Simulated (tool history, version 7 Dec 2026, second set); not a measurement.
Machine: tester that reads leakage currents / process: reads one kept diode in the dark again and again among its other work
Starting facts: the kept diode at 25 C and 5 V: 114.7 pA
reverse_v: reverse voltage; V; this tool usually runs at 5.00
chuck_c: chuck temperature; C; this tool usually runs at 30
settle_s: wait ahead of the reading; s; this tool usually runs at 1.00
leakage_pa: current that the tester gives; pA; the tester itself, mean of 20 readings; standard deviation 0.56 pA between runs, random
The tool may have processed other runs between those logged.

| run | day | reverse_v | chuck_c | settle_s | leakage_pa |
|---|---|---|---|---|---|
| 1 | 0.000 | 5.00 | 30 | 1.00 | 204.25 |
| 2 | 7.883 | 5.00 | 30 | 1.00 | 206.74 |
|  | 15.667 | chuck's temperature calibrated |
| 3 | 16.088 | 5.00 | 52 | 1.00 | 1235.03 |
| 4 | 21.946 | 5.00 | 30 | 1.00 | 190.63 |
| 5 | 28.217 | 5.00 | 30 | 1.00 | 191.00 |
| 6 | 35.208 | 5.00 | 24 | 1.00 | 113.88 |
| 7 | 43.108 | 5.00 | 41 | 1.00 | 503.22 |
| 8 | 51.583 | 5.00 | 41 | 1.00 | 510.17 |
| 9 | 59.650 | 5.00 | 41 | 1.00 | 509.85 |
| 10 | 70.038 | 5.00 | 41 | 1.00 | 514.14 |
| 11 | 77.629 | 5.00 | 30 | 1.00 | 199.85 |
| 12 | 85.846 | 5.00 | 30 | 1.00 | 201.90 |
| 13 | 95.296 | 5.00 | 30 | 1.00 | 203.29 |
| 14 | 102.142 | 5.00 | 30 | 1.00 | 205.93 |
| 15 | 109.250 | 5.00 | 30 | 1.00 | 205.23 |
| 16 | 117.479 | 5.00 | 30 | 1.00 | 207.83 |
|  | 124.429 | tester calibrated |
| 17 | 125.225 | 5.00 | 30 | 1.00 | 214.10 |
|  | 126.717 | probe card cleaned and baked |
| 18 | 134.750 | 5.00 | 30 | 1.00 | 202.11 |
| 19 | 142.008 | 5.00 | 30 | 1.00 | 202.53 |
| 20 | 150.629 | 5.00 | 30 | 1.00 | 204.57 |
| 21 | 155.929 | 3.95 | 60 | 5.59 | 2272.68 |
|  | 158.042 | chuck's temperature calibrated |
| 22 | 161.158 | 1.65 | 30 | 1.00 | 110.53 |
| 23 | 167.783 | 4.87 | 23 | 1.00 | 96.23 |
| 24 | 174.167 | 7.98 | 25 | 1.00 | 148.33 |
| 25 | 181.246 | 7.98 | 25 | 1.00 | 149.48 |
| 26 | 190.692 | 1.42 | 25 | 0.35 | 66.93 |
| 27 | 198.788 | 3.26 | 30 | 4.06 | 156.19 |
| 28 | 205.438 | 3.08 | 33 | 1.00 | 200.61 |
| 29 | 213.371 | 3.08 | 33 | 1.00 | 202.95 |
| 30 | 221.746 | 3.08 | 33 | 1.00 | 203.67 |
| 31 | 231.546 | 2.55 | 40 | 1.00 | 348.51 |
| 32 | 240.042 | 2.55 | 40 | 1.00 | 347.75 |
| 33 | 247.879 | 16.17 | 40 | 3.77 | 824.88 |
| 34 | 254.512 | 13.14 | 26 | 6.29 | 226.28 |
| 35 | 263.388 | 16.35 | 34 | 2.75 | 509.58 |
| 36 | 272.208 | 5.00 | 24 | 0.70 | 121.00 |
| 37 | 277.688 | 5.00 | 24 | 8.03 | 119.48 |
| 38 | 285.658 | 5.28 | 48 | 8.03 | 984.91 |
| 39 | 291.100 | 18.73 | 24 | 6.77 | 242.28 |
| 40 | 299.392 | 17.99 | 21 | 0.50 | 196.74 |

Forecast each of these 3 alternatives for the next run:
|  | 300.267 | chuck's temperature calibrated |
| A | 308.279 | 17.99 | 27 | 6.03 | ? |
|  | 300.267 | chuck's temperature calibrated |
| B | 308.279 | 2.98 | 47 | 2.22 | ? |
|  | 300.267 | chuck's temperature calibrated |
| C | 308.279 | 17.99 | 21 | 7.58 | ? |

| run | leakage_pa |
|---|---|
| A | 287.39 |
| B | 650.60 |
| C | 177.34 |
With no hidden state in the tool, these same runs would have given:
| run | leakage_pa |
|---|---|
| A | 251.25 |
| B | 652.92 |
| C | 139.98 |
